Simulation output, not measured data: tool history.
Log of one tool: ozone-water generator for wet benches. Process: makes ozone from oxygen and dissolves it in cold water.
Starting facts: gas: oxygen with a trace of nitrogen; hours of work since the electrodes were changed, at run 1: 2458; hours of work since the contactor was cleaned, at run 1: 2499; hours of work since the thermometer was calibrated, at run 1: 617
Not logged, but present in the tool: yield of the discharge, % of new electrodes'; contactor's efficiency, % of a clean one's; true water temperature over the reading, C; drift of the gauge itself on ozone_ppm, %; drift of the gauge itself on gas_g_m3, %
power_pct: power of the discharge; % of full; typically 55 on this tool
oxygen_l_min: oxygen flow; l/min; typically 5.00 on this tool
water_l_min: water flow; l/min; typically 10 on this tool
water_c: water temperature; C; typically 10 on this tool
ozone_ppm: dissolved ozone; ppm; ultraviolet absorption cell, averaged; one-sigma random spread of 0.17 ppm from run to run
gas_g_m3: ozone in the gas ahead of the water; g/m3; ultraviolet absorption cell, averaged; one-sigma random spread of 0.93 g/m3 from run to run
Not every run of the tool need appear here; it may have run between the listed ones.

run    hour  power_pct  oxygen_l_min  water_l_min  water_c  hours of work since the electrodes were changed  hours of work since the contactor was cleaned  hours of work since the thermometer was calibrated  ozone_ppm  gas_g_m3
  1     0.0         55          5.00           10       10                                             2458                                           2499                                                 617       21.0     149.8
  2    78.4         55          5.00           10       10                                             2519                                           2560                                                 679       20.8     150.1
  3   119.5         55          5.00           10       10                                             2551                                           2592                                                 711       20.8     150.6
  4   187.0         55          5.00           10       10                                             2604                                           2645                                                 764       20.9     151.8
  5   277.2         55          5.00           10       10                                             2675                                           2716                                                 834       20.8     150.7
  6   319.8         55          6.13           10       10                                             2708                                           2749                                                 867       19.8     132.9
  7   379.2         55          5.00            7       10                                             2754                                           2795                                                 914       25.6     150.7
      447.0  -- contactor cleaned
  8   460.7         55          5.00            7       10                                             2815                                             11                                                 974       25.1     151.6
  9   553.0         55          5.00            7        6                                             2887                                             83                                                1047       27.2     150.6
 10   639.7         55          5.00            7        6                                             2955                                            151                                                1114       27.3     149.7
      677.1  -- contactor cleaned, once more
 11   693.2         55          5.00           10       10                                             2994                                             13                                                1153       21.0     150.3
 12   756.4         55          5.00           10       10                                             3043                                             62                                                1202       21.2     149.9
 13   838.9         55          5.00           10       10                                             3108                                            127                                                1267       21.0     148.6
 14   902.8         55          5.00           10       10                                             3158                                            176                                                1317       21.4     147.4
 15   980.0         55          5.00           10       10                                             3218                                            237                                                1377       20.9     149.3
 16  1054.5         55          5.00           10       10                                             3276                                            295                                                1436       20.8     147.1
 17  1101.2         55          5.00           10       10                                             3313                                            332                                                1472       20.8     150.4
 18  1174.0         55          5.00           10       10                                             3370                                            389                                                1529       21.3     146.8
 19  1235.9         55          5.00           15       14                                             3418                                            437                                                1577       14.8     148.4
 20  1324.2         55          5.76           10       10                                             3487                                            506                                                1646       20.3     135.4
 21  1410.5         55          5.76           10       10                                             3554                                            573                                                1714       20.1     136.2
 22  1483.8         73          2.77           10       11                                             3612                                            631                                                1771       26.3     257.4
 23  1574.5         73          2.77           10       11                                             3683                                            702                                                1842       26.4     257.9
 24  1633.8         55          4.78           10       10                                             3729                                            748                                                1888       20.9     148.8
 25  1731.3         96          6.25           10       10                                             3805                                            824                                                1965       29.8     191.9
 26  1780.4         93          5.00           10       10                                             3844                                            863                                                2003       30.6     213.4
 27  1843.8         51          5.00           16        5                                             3893                                            912                                                2053       14.7     139.6
 28  1916.9         51          5.00           16        5                                             3950                                            969                                                2110       14.9     137.8
 29  1975.3         55          3.54           10        8                                             3996                                           1015                                                2155       21.9     178.9
 30  2024.8         55          3.54           10        8                                             4035                                           1054                                                2194       21.9     178.7
 31  2076.5         55          3.54           10        8                                             4075                                           1094                                                2235       21.9     178.0
 32  2167.6         99          3.12           12        6                                             4146                                           1165                                                2306       29.8     295.5

For some of the steps in ozone_ppm from one run to the next: how much would appear even if the tool had no hidden state, given the settings, what came in and random variation, and how much remains for the hidden state plus any gauge scatter that the measured result and the result without hidden state don't share?
Run 24 -> 25: power_pct 55 -> 96, oxygen_l_min 4.78 -> 6.25. ozone_ppm +8.9 ppm: hidden state -2.2, all else +11.1.
Run 26 -> 27: power_pct 93 -> 51, water_l_min 10 -> 16, water_c 10 -> 5. ozone_ppm -15.9 ppm: hidden state +2.7, all else -18.6.
Run 31 -> 32: power_pct 55 -> 99, oxygen_l_min 3.54 -> 3.12, water_l_min 10 -> 12, water_c 8 -> 6. ozone_ppm +7.9 ppm: hidden state -2.3, all else +10.2.
